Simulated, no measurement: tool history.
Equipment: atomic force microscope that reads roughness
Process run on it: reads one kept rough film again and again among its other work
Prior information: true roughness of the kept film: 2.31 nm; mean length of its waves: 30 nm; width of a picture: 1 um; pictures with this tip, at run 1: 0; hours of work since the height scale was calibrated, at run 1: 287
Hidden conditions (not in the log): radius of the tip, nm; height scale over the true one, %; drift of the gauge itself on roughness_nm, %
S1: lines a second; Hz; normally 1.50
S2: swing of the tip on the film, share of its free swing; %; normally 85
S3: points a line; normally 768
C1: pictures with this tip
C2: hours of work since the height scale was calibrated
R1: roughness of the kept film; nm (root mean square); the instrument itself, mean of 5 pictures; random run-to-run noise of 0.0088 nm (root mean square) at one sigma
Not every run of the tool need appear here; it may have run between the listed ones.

Run 1, hour 0.0: usual settings; C1 0; C2 287. Result: R1 1.961 nm (root mean square).
Run 2, hour 18.9: usual settings but S1 0.71 Hz; C1 24; C2 297. Result: R1 1.842 nm (root mean square).
At hour 50.6: new tip fitted.
Run 3, hour 52.3: usual settings but S1 0.71 Hz; C1 2; C2 315. Result: R1 2.017 nm (root mean square).
Run 4, hour 67.2: usual settings but S1 0.71 Hz; C1 21; C2 323. Result: R1 1.903 nm (root mean square).
At hour 71.0: height scale calibrated on a step standard.
Run 5, hour 88.7: usual settings but S1 0.71 Hz; C1 47; C2 10. Result: R1 1.718 nm (root mean square).
At hour 100.6: new tip fitted.
Run 6, hour 120.5: usual settings; C1 26; C2 27. Result: R1 1.803 nm (root mean square).
At hour 123.0: height scale calibrated on a step standard, once more.
Run 7, hour 138.1: usual settings but S3 584; C1 47; C2 8. Result: R1 1.703 nm (root mean square).
At hour 151.6: new tip fitted.
Run 8, hour 162.2: usual settings but S1 2.34 Hz, S2 70 %; C1 14; C2 21. Result: R1 1.909 nm (root mean square).
Run 9, hour 178.6: usual settings but S1 1.14 Hz, S2 67 %; C1 34; C2 30. Result: R1 1.849 nm (root mean square).
At hour 201.8: new tip fitted.
Run 10, hour 210.3: usual settings but S1 1.14 Hz, S2 67 %; C1 11; C2 47. Result: R1 1.948 nm (root mean square).
Run 11, hour 244.6: usual settings but S1 0.77 Hz, S2 82 %, S3 681; C1 54; C2 66. Result: R1 1.683 nm (root mean square).

Forecast each of these 5 alternatives for the next run:
At hour 252.2: new tip fitted.
Run A, hour 269.9: usual settings but S1 0.77 Hz, S2 84 %, S3 926; C1 23; C2 79. Result: R1 ?.
At hour 252.2: new tip fitted.
Run B, hour 269.9: usual settings but S1 0.69 Hz, S2 65 %, S3 402; C1 23; C2 79. Result: R1 ?.
At hour 252.2: new tip fitted.
Run C, hour 269.9: usual settings but S1 1.03 Hz, S2 87 %, S3 681; C1 23; C2 79. Result: R1 ?.
At hour 252.2: new tip fitted.
Run D, hour 269.9: usual settings but S1 0.83 Hz, S2 86 %, S3 883; C1 23; C2 79. Result: R1 ?.
At hour 252.2: new tip fitted.
Run E, hour 269.9: usual settings but S3 303; C1 23; C2 79. Result: R1 ?.

run     R1
  A  1.870
  B  1.923
  C  1.845
  D  1.858
  E  1.805
Without the tool's hidden state the same runs would have given:
run     R1
  A  2.029
  B  2.087
  C  2.003
  D  2.016
  E  1.959
